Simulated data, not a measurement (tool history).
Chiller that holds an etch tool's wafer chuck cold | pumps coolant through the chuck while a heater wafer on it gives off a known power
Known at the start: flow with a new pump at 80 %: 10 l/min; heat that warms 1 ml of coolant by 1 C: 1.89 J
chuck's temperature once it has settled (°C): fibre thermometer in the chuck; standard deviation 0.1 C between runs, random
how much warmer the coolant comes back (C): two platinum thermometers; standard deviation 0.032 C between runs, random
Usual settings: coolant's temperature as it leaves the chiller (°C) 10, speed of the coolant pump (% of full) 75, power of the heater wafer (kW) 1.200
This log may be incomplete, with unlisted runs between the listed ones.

run,hour,coolant's temperature as it leaves the chiller (°C),speed of the coolant pump (% of full),power of the heater wafer (kW),chuck's temperature once it has settled (°C),how much warmer the coolant comes back (C)
1,0.0,10,75,1.200,18.8,4.15
2,42.0,10,75,1.200,18.9,4.11
3,76.0,10,75,1.200,18.9,4.15
4,104.0,10,75,1.200,18.8,4.14
5,147.6,8,75,1.200,16.9,4.15
6,167.7,8,75,1.200,16.9,4.15
7,201.1,8,75,1.200,16.9,4.08
8,232.5,8,75,1.200,17.0,4.20
9,268.5,0,76,0.752,5.7,2.56
10,312.1,15,75,1.685,27.4,5.80
11,347.2,1,62,1.685,15.4,7.03
12,375.9,14,75,1.200,23.1,4.13
13,398.8,14,75,1.200,23.0,4.15
14,424.5,14,75,1.360,24.0,4.68

Each run again, without the hidden state but with its own random variation kept:
Hidden conditions of the tool in this case: heat passed by the chuck's channels, % of clean ones'; flow at a given pump speed, % of a new pump's; coolant's true temperature over the reading, C; drift of the gauge itself on chuck_c, C; drift of the gauge itself on warmer_back_c, C.
run,chuck's temperature once it has settled (°C),how much warmer the coolant comes back (C)
1,18.2,4.09
2,18.3,4.05
3,18.2,4.09
4,18.2,4.08
5,16.3,4.09
6,16.3,4.08
7,16.3,4.02
8,16.3,4.13
9,5.2,2.52
10,26.5,5.70
11,14.4,6.91
12,22.4,4.05
13,22.3,4.07
14,23.2,4.59

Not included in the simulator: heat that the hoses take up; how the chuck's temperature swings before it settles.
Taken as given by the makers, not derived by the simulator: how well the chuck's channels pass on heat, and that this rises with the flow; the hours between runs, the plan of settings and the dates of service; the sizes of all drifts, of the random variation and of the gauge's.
